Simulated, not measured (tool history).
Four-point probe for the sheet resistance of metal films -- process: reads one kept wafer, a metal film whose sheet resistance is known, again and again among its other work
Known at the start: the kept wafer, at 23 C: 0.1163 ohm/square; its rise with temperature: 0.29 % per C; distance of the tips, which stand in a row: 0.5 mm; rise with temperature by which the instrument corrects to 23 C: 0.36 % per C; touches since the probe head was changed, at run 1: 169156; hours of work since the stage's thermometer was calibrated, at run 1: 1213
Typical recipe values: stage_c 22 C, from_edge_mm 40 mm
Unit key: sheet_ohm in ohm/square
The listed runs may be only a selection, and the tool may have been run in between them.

| run | hour | stage_c | from_edge_mm | touches since the probe head was changed | hours of work since the stage's thermometer was calibrated | sheet_ohm |
|---|---|---|---|---|---|---|
| 1 | 0.0 | 22 | 40 | 169156 | 1213 | 0.117265 |
| 2 | 90.4 | 27 | 40 | 174020 | 1284 | 0.116872 |
| 3 | 191.9 | 27 | 40 | 179481 | 1364 | 0.116852 |
| 4 | 269.2 | 22 | 40 | 183646 | 1425 | 0.117313 |
| 5 | 358.7 | 22 | 40 | 188460 | 1495 | 0.117351 |
| 6 | 436.4 | 22 | 22 | 192642 | 1556 | 0.117428 |
| 7 | 516.2 | 22 | 22 | 196937 | 1619 | 0.117471 |
| 8 | 629.2 | 22 | 22 | 203019 | 1708 | 0.117440 |
| 9 | 728.4 | 22 | 40 | 208357 | 1786 | 0.117479 |
| 10 | 812.3 | 22 | 40 | 212868 | 1852 | 0.117482 |
| 11 | 918.4 | 22 | 40 | 218582 | 1935 | 0.117547 |
| 12 | 1009.7 | 22 | 40 | 223492 | 2007 | 0.117547 |
|  | 1088.2 | new probe head fitted |
| 13 | 1088.4 | 22 | 40 | 12 | 2068 | 0.116533 |
| 14 | 1165.7 | 22 | 40 | 4169 | 2128 | 0.116572 |
| 15 | 1243.8 | 25 | 40 | 8373 | 2190 | 0.116374 |
|  | 1312.7 | stage's thermometer calibrated |
| 16 | 1324.7 | 22 | 40 | 12697 | 9 | 0.116468 |
| 17 | 1387.8 | 22 | 40 | 16095 | 59 | 0.116481 |
| 18 | 1445.4 | 23 | 40 | 19193 | 104 | 0.116429 |
| 19 | 1556.4 | 32 | 40 | 25167 | 191 | 0.115783 |
| 20 | 1663.2 | 32 | 40 | 30914 | 275 | 0.115796 |
| 21 | 1719.4 | 22 | 40 | 33939 | 320 | 0.116600 |
| 22 | 1783.6 | 22 | 40 | 37393 | 370 | 0.116611 |
| 23 | 1895.5 | 26 | 10 | 43419 | 458 | 0.116515 |
| 24 | 1955.7 | 21 | 11 | 46655 | 505 | 0.116841 |
| 25 | 2042.7 | 21 | 29 | 51339 | 574 | 0.116784 |
| 26 | 2124.9 | 23 | 50 | 55762 | 638 | 0.116662 |
| 27 | 2176.9 | 23 | 50 | 58560 | 679 | 0.116678 |
| 28 | 2228.5 | 27 | 73 | 61337 | 719 | 0.116366 |
| 29 | 2302.8 | 21 | 5 | 65336 | 778 | 0.117444 |
| 30 | 2388.4 | 30 | 27 | 69944 | 845 | 0.116240 |
| 31 | 2476.0 | 18 | 52 | 74656 | 914 | 0.117154 |
| 32 | 2522.3 | 29 | 10 | 77149 | 950 | 0.116472 |
| 33 | 2635.5 | 22 | 44 | 83239 | 1039 | 0.116856 |
| 34 | 2735.0 | 22 | 44 | 88593 | 1117 | 0.116857 |
| 35 | 2847.6 | 24 | 5 | 94654 | 1206 | 0.117435 |
| 36 | 2944.7 | 23 | 14 | 99882 | 1282 | 0.117010 |
| 37 | 2990.4 | 23 | 14 | 102336 | 1318 | 0.117022 |
| 38 | 3065.5 | 22 | 27 | 106381 | 1377 | 0.117001 |
| 39 | 3127.3 | 22 | 27 | 109708 | 1426 | 0.117077 |
| 40 | 3189.9 | 22 | 21 | 113077 | 1475 | 0.117088 |
| 41 | 3280.7 | 28 | 27 | 117964 | 1546 | 0.116673 |
| 42 | 3341.6 | 20 | 6 | 121241 | 1594 | 0.117790 |
| 43 | 3440.5 | 22 | 17 | 126560 | 1672 | 0.117198 |
| 44 | 3516.3 | 21 | 17 | 130639 | 1731 | 0.117342 |

Forecast each of these 4 alternatives for the next run:
| A | 3595.1 | 34 | 11 | 134881 | 1793 | ? |
| B | 3595.1 | 28 | 15 | 134881 | 1793 | ? |
| C | 3595.1 | 27 | 50 | 134881 | 1793 | ? |
| D | 3595.1 | 22 | 50 | 134881 | 1793 | ? |

| run | sheet_ohm |
|---|---|
| A | 0.116403 |
| B | 0.116762 |
| C | 0.116816 |
| D | 0.117173 |
What these runs would have given with no unlogged condition in the tool:
| run | sheet_ohm |
|---|---|
| A | 0.115589 |
| B | 0.115943 |
| C | 0.115996 |
| D | 0.116349 |
